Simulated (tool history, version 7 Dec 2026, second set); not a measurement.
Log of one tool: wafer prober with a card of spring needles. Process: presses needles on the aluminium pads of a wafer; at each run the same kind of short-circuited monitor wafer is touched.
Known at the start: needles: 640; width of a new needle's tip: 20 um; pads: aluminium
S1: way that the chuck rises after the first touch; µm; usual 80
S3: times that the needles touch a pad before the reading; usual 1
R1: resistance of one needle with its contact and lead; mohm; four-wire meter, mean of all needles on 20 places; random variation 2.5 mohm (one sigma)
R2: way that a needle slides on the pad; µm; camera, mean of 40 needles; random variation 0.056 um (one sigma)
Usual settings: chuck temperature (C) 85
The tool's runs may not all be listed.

{"run": 1, "hour": 0.0, "S1": 80, "chuck temperature (C)": 85, "S3": 1, "R1": 287, "R2": 21.48}
{"hour": 5.6, "done": "tips cleaned on abrasive film"}
{"hour": 14.9, "done": "tips cleaned on abrasive film"}
{"hour": 23.7, "done": "tips cleaned on abrasive film"}
{"run": 2, "hour": 24.2, "S1": 80, "chuck temperature (C)": 85, "S3": 1, "R1": 281, "R2": 21.49}
{"hour": 31.6, "done": "tips cleaned on abrasive film"}
{"hour": 40.8, "done": "tips cleaned on abrasive film"}
{"hour": 50.1, "done": "tips cleaned on abrasive film"}
{"run": 3, "hour": 53.7, "S1": 80, "chuck temperature (C)": 95, "S3": 1, "R1": 285, "R2": 21.51}
{"hour": 59.3, "done": "tips cleaned on abrasive film"}
{"hour": 68.4, "done": "tips cleaned on abrasive film"}
{"run": 4, "hour": 70.7, "S1": 80, "chuck temperature (C)": 82, "S3": 1, "R1": 284, "R2": 21.52}
{"hour": 76.3, "done": "tips cleaned on abrasive film"}
{"hour": 85.5, "done": "tips cleaned on abrasive film"}
{"hour": 94.8, "done": "tips cleaned on abrasive film"}
{"run": 5, "hour": 95.7, "S1": 80, "chuck temperature (C)": 82, "S3": 3, "R1": 280, "R2": 21.71}
{"hour": 103.1, "done": "tips cleaned on abrasive film"}
{"hour": 110.6, "done": "tips cleaned on abrasive film"}
{"hour": 119.7, "done": "tips cleaned on abrasive film"}
{"hour": 129.0, "done": "tips cleaned on abrasive film"}
{"hour": 137.2, "done": "tips cleaned on abrasive film"}
{"run": 6, "hour": 137.2, "S1": 97, "chuck temperature (C)": 85, "S3": 1, "R1": 278, "R2": 26.13}
{"hour": 146.5, "done": "tips cleaned on abrasive film"}
{"hour": 153.9, "done": "tips cleaned on abrasive film"}
{"run": 7, "hour": 156.2, "S1": 97, "chuck temperature (C)": 85, "S3": 1, "R1": 281, "R2": 26.15}
{"hour": 161.8, "done": "tips cleaned on abrasive film"}
{"hour": 171.1, "done": "tips cleaned on abrasive film"}
{"hour": 178.5, "done": "tips cleaned on abrasive film"}
{"run": 8, "hour": 178.8, "S1": 80, "chuck temperature (C)": 85, "S3": 2, "R1": 281, "R2": 21.55}
{"hour": 186.3, "done": "tips cleaned on abrasive film"}
{"hour": 193.7, "done": "tips cleaned on abrasive film"}
{"hour": 202.3, "done": "tips cleaned on abrasive film"}
{"run": 9, "hour": 202.3, "S1": 80, "chuck temperature (C)": 85, "S3": 1, "R1": 286, "R2": 21.66}
{"hour": 211.5, "done": "tips cleaned on abrasive film"}
{"hour": 219.0, "done": "tips cleaned on abrasive film"}
{"hour": 226.4, "done": "tips cleaned on abrasive film"}
{"run": 10, "hour": 227.5, "S1": 88, "chuck temperature (C)": 85, "S3": 1, "R1": 284, "R2": 23.77}
{"hour": 234.8, "done": "tips cleaned on abrasive film"}
{"hour": 243.9, "done": "tips cleaned on abrasive film"}
{"hour": 244.2, "done": "height of the first contact set anew"}
{"run": 11, "hour": 250.3, "S1": 80, "chuck temperature (C)": 109, "S3": 1, "R1": 295, "R2": 21.67}
{"hour": 252.2, "done": "tips cleaned on abrasive film"}
{"hour": 261.2, "done": "tips cleaned on abrasive film"}
{"hour": 268.6, "done": "tips cleaned on abrasive film"}
{"hour": 277.9, "done": "tips cleaned on abrasive film"}
{"run": 12, "hour": 284.8, "S1": 80, "chuck temperature (C)": 85, "S3": 1, "R1": 288, "R2": 21.71}
{"hour": 286.8, "done": "tips cleaned on abrasive film"}
{"hour": 294.2, "done": "tips cleaned on abrasive film"}
{"hour": 303.4, "done": "tips cleaned on abrasive film"}
{"hour": 312.5, "done": "tips cleaned on abrasive film"}
{"run": 13, "hour": 313.8, "S1": 80, "chuck temperature (C)": 85, "S3": 1, "R1": 285, "R2": 21.59}
{"hour": 321.0, "done": "tips cleaned on abrasive film"}
{"hour": 328.4, "done": "tips cleaned on abrasive film"}
{"hour": 337.5, "done": "tips cleaned on abrasive film"}
{"run": 14, "hour": 343.0, "S1": 80, "chuck temperature (C)": 85, "S3": 1, "R1": 288, "R2": 21.67}
{"hour": 346.7, "done": "tips cleaned on abrasive film"}
{"hour": 355.7, "done": "tips cleaned on abrasive film"}
{"hour": 363.1, "done": "tips cleaned on abrasive film"}
{"hour": 372.4, "done": "tips cleaned on abrasive film"}
{"hour": 379.8, "done": "tips cleaned on abrasive film"}
{"run": 15, "hour": 381.8, "S1": 80, "chuck temperature (C)": 73, "S3": 1, "R1": 280, "R2": 21.72}
{"hour": 387.4, "done": "tips cleaned on abrasive film"}
{"hour": 396.5, "done": "tips cleaned on abrasive film"}
{"run": 16, "hour": 401.9, "S1": 80, "chuck temperature (C)": 73, "S3": 1, "R1": 283, "R2": 21.72}
{"hour": 405.7, "done": "tips cleaned on abrasive film"}
{"hour": 414.8, "done": "tips cleaned on abrasive film"}
{"hour": 422.3, "done": "tips cleaned on abrasive film"}
{"hour": 431.5, "done": "tips cleaned on abrasive film"}
{"run": 17, "hour": 434.9, "S1": 60, "chuck temperature (C)": 113, "S3": 1, "R1": 304, "R2": 16.25}
{"hour": 440.4, "done": "tips cleaned on abrasive film"}
{"hour": 449.6, "done": "tips cleaned on abrasive film"}
{"hour": 458.8, "done": "tips cleaned on abrasive film"}
{"hour": 468.0, "done": "tips cleaned on abrasive film"}
{"run": 18, "hour": 472.0, "S1": 87, "chuck temperature (C)": 85, "S3": 1, "R1": 281, "R2": 23.59}
{"hour": 475.7, "done": "tips cleaned on abrasive film"}
{"hour": 484.9, "done": "tips cleaned on abrasive film"}
{"hour": 493.5, "done": "tips cleaned on abrasive film"}
{"run": 19, "hour": 493.5, "S1": 84, "chuck temperature (C)": 85, "S3": 1, "R1": 281, "R2": 22.93}
{"hour": 502.6, "done": "tips cleaned on abrasive film"}
{"hour": 510.0, "done": "tips cleaned on abrasive film"}
{"hour": 510.3, "done": "height of the first contact set anew"}
{"run": 20, "hour": 517.4, "S1": 68, "chuck temperature (C)": 85, "S3": 1, "R1": 292, "R2": 18.5}
{"hour": 519.3, "done": "tips cleaned on abrasive film"}
{"hour": 528.5, "done": "tips cleaned on abrasive film"}
{"hour": 536.0, "done": "tips cleaned on abrasive film"}
{"hour": 545.2, "done": "tips cleaned on abrasive film"}
{"run": 21, "hour": 551.1, "S1": 68, "chuck temperature (C)": 85, "S3": 1, "R1": 289, "R2": 18.51}
{"hour": 553.0, "done": "tips cleaned on abrasive film"}
{"hour": 562.3, "done": "tips cleaned on abrasive film"}
{"hour": 571.5, "done": "tips cleaned on abrasive film"}
{"hour": 580.8, "done": "tips cleaned on abrasive film"}
{"run": 22, "hour": 584.3, "S1": 70, "chuck temperature (C)": 46, "S3": 1, "R1": 276, "R2": 19.2}
{"hour": 589.7, "done": "tips cleaned on abrasive film"}
{"hour": 597.2, "done": "tips cleaned on abrasive film"}
{"hour": 604.6, "done": "tips cleaned on abrasive film"}
{"hour": 613.9, "done": "tips cleaned on abrasive film"}
{"hour": 623.0, "done": "tips cleaned on abrasive film"}
{"run": 23, "hour": 625.7, "S1": 90, "chuck temperature (C)": 85, "S3": 1, "R1": 278, "R2": 24.63}
{"hour": 631.3, "done": "tips cleaned on abrasive film"}
{"hour": 640.6, "done": "tips cleaned on abrasive film"}
{"hour": 649.6, "done": "tips cleaned on abrasive film"}
{"hour": 658.9, "done": "tips cleaned on abrasive film"}
{"run": 24, "hour": 660.8, "S1": 90, "chuck temperature (C)": 85, "S3": 1, "R1": 284, "R2": 24.54}
{"hour": 666.4, "done": "tips cleaned on abrasive film"}
{"hour": 675.6, "done": "tips cleaned on abrasive film"}
{"hour": 684.7, "done": "tips cleaned on abrasive film"}
{"run": 25, "hour": 691.1, "S1": 62, "chuck temperature (C)": 84, "S3": 2, "R1": 292, "R2": 16.95}
{"hour": 693.0, "done": "tips cleaned on abrasive film"}
{"hour": 700.4, "done": "tips cleaned on abrasive film"}
{"hour": 709.7, "done": "tips cleaned on abrasive film"}
{"hour": 719.0, "done": "tips cleaned on abrasive film"}
{"hour": 726.4, "done": "tips cleaned on abrasive film"}
{"run": 26, "hour": 729.0, "S1": 62, "chuck temperature (C)": 84, "S3": 2, "R1": 291, "R2": 17.0}
{"hour": 734.6, "done": "tips cleaned on abrasive film"}
{"hour": 743.9, "done": "tips cleaned on abrasive film"}
{"hour": 751.3, "done": "tips cleaned on abrasive film"}
{"hour": 760.6, "done": "tips cleaned on abrasive film"}
{"run": 27, "hour": 761.0, "S1": 82, "chuck temperature (C)": 52, "S3": 1, "R1": 273, "R2": 22.46}
{"hour": 768.3, "done": "tips cleaned on abrasive film"}
{"hour": 770.1, "done": "gauge calibrated"}
{"hour": 777.6, "done": "tips cleaned on abrasive film"}
{"hour": 777.9, "done": "height of the first contact set anew"}
{"run": 28, "hour": 781.4, "S1": 77, "chuck temperature (C)": 76, "S3": 1, "R1": 281, "R2": 20.65}

3 ways to go on from here, each from the tool as it stands after run 28. What would each give?
{"hour": 787.0, "done": "tips cleaned on abrasive film"}
{"hour": 796.2, "done": "tips cleaned on abrasive film"}
{"run": "A", "hour": 802.6, "S1": 66, "chuck temperature (C)": 85, "S3": 1, "R1": "?", "R2": "?"}
{"hour": 787.0, "done": "tips cleaned on abrasive film"}
{"hour": 796.2, "done": "tips cleaned on abrasive film"}
{"run": "B", "hour": 802.6, "S1": 69, "chuck temperature (C)": 105, "S3": 2, "R1": "?", "R2": "?"}
{"hour": 787.0, "done": "tips cleaned on abrasive film"}
{"hour": 796.2, "done": "tips cleaned on abrasive film"}
{"run": "C", "hour": 802.6, "S1": 81, "chuck temperature (C)": 30, "S3": 2, "R1": "?", "R2": "?"}

run=A R1=291 R2=17.70
run=B R1=295 R2=18.66
run=C R1=268 R2=21.82
Without the tool's hidden state the same runs would have given:
run=A R1=290 R2=17.69
run=B R1=294 R2=18.65
run=C R1=267 R2=21.80

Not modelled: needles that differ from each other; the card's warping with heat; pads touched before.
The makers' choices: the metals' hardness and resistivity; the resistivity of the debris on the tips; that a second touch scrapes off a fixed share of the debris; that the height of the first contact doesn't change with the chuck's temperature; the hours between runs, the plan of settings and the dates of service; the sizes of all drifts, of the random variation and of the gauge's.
